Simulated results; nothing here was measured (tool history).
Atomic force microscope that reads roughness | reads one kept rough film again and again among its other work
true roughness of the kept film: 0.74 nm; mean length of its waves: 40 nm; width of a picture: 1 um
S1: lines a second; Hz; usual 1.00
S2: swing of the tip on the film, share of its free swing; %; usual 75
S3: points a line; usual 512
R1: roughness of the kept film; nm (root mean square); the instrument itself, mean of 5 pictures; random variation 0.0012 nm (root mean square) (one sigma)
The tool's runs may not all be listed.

| run | hour | S1 | S2 | S3 | R1 |
|---|---|---|---|---|---|
| 1 | 0.0 | 1.00 | 75 | 512 | 0.704 |
| 2 | 21.3 | 1.00 | 75 | 512 | 0.701 |
| 3 | 41.3 | 1.00 | 75 | 375 | 0.697 |
| 4 | 64.9 | 1.00 | 75 | 375 | 0.695 |
| 5 | 89.6 | 0.55 | 75 | 512 | 0.702 |
|  | 110.5 | new tip fitted |
| 6 | 110.5 | 1.00 | 75 | 512 | 0.711 |
| 7 | 126.3 | 1.00 | 75 | 512 | 0.709 |
| 8 | 144.2 | 1.00 | 75 | 512 | 0.707 |
| 9 | 160.5 | 3.20 | 75 | 512 | 0.667 |
| 10 | 181.5 | 1.01 | 80 | 512 | 0.697 |
| 11 | 196.7 | 0.59 | 78 | 512 | 0.707 |
| 12 | 208.9 | 1.00 | 71 | 512 | 0.702 |
| 13 | 233.4 | 2.02 | 74 | 390 | 0.678 |
| 14 | 252.3 | 1.00 | 70 | 443 | 0.697 |
|  | 276.6 | new tip fitted |
| 15 | 276.6 | 1.00 | 62 | 582 | 0.723 |
| 16 | 294.0 | 1.00 | 62 | 582 | 0.721 |

Forecast each of these 5 alternatives for the next run:
| A | 304.9 | 3.93 | 85 | 385 | ? |
| B | 304.9 | 0.63 | 64 | 582 | ? |
| C | 304.9 | 1.00 | 72 | 582 | ? |
| D | 304.9 | 0.76 | 75 | 676 | ? |
| E | 304.9 | 2.80 | 56 | 582 | ? |

| run | R1 |
|---|---|
| A | 0.614 |
| B | 0.722 |
| C | 0.712 |
| D | 0.716 |
| E | 0.712 |
Without the tool's hidden state the same runs would have given:
| run | R1 |
|---|---|
| A | 0.616 |
| B | 0.724 |
| C | 0.714 |
| D | 0.718 |
| E | 0.714 |

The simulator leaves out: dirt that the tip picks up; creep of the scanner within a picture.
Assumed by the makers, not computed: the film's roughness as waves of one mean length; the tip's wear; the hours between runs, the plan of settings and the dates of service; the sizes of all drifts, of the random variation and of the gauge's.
